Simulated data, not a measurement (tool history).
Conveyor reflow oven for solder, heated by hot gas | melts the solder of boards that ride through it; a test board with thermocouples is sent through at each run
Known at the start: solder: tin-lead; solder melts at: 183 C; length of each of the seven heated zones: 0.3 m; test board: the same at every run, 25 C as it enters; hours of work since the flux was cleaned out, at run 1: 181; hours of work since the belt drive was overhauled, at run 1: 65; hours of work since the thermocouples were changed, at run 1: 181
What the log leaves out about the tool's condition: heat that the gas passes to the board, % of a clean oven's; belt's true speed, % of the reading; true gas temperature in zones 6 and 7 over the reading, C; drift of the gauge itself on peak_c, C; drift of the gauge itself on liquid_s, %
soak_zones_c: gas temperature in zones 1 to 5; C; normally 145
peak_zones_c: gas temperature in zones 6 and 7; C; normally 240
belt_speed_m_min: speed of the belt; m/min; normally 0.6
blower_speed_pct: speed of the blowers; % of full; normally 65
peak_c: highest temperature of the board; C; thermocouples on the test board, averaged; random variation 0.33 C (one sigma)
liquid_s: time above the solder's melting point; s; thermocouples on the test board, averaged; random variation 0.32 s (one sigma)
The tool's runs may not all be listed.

run   hour  soak_zones_c  peak_zones_c  belt_speed_m_min  blower_speed_pct  hours of work since the flux was cleaned out  hours of work since the belt drive was overhauled  hours of work since the thermocouples were changed  peak_c  liquid_s
  1      0           145           240               0.6                65                                           181                                                 65                                                 181   224.1      50.5
  2   64.9           145           240               0.6                65                                           229                                                113                                                 229     224      51.1
  3  128.9           145           240               0.6                68                                           277                                                161                                                 277   225.1      50.8
  4  170.2           145           240               0.6                68                                           308                                                191                                                 308   224.6      50.3
  5    236           145           240               0.6                65                                           357                                                240                                                 357   224.1        51
  6  298.8           145           240               0.6                65                                           403                                                287                                                 403   223.8      50.8
     332.9  -- flux residue cleaned out of gas plates and filters
  7  366.7           145           240               0.6                65                                            25                                                334                                                 450   224.3      51.2
  8  426.7           145           240               0.6                65                                            70                                                378                                                 495   224.3      51.2
  9  480.3           145           240               0.6                65                                           110                                                418                                                 535   224.4      51.3
 10  526.5           145           240               0.6                65                                           144                                                453                                                 569   224.4      51.7
 11  556.6           145           240               0.6                65                                           166                                                475                                                 591   223.8      50.8
 12  623.1           149           253             0.668                61                                           216                                                525                                                 641   231.8      49.3
 13    656           149           253             0.668                61                                           240                                                549                                                 665   231.1      50.1
 14  699.8           158           239             0.671                71                                           273                                                582                                                 698   223.3      48.8
 15  741.6           158           239             0.671                71                                           304                                                613                                                 729   223.1        49
 16  771.1           141           239             0.671                71                                           326                                                635                                                 751   219.4      42.3
 17  818.2           151           239              0.48                71                                           361                                                670                                                 786   230.1      70.1
 18  863.5           151           239              0.48                71                                           395                                                703                                                 820   231.2      70.1
     908.6  -- flux residue cleaned out of gas plates and filters
 19  925.8           138           242             0.559                73                                            13                                                746                                                 862     228      54.6
 20  953.7           154           243             0.559                52                                            34                                                767                                                 883   227.9      60.4

How the hidden state differs across the entries between the runs, from the last listed run before each to the first after it:
From run 6 to run 7: flux residue cleaned out of gas plates and filters (hour 332.9)
  heat that the gas passes to the board, % of a clean oven's: 99.2 -> 99.9; belt's true speed, % of the reading: 99.94 -> 99.93; true gas temperature in zones 6 and 7 over the reading, C: 0.08 -> 0.09
From run 18 to run 19: flux residue cleaned out of gas plates and filters (hour 908.6)
  heat that the gas passes to the board, % of a clean oven's: 99.3 -> 99.9; belt's true speed, % of the reading: 99.86 -> 99.85; true gas temperature in zones 6 and 7 over the reading, C: 0.15 -> 0.16
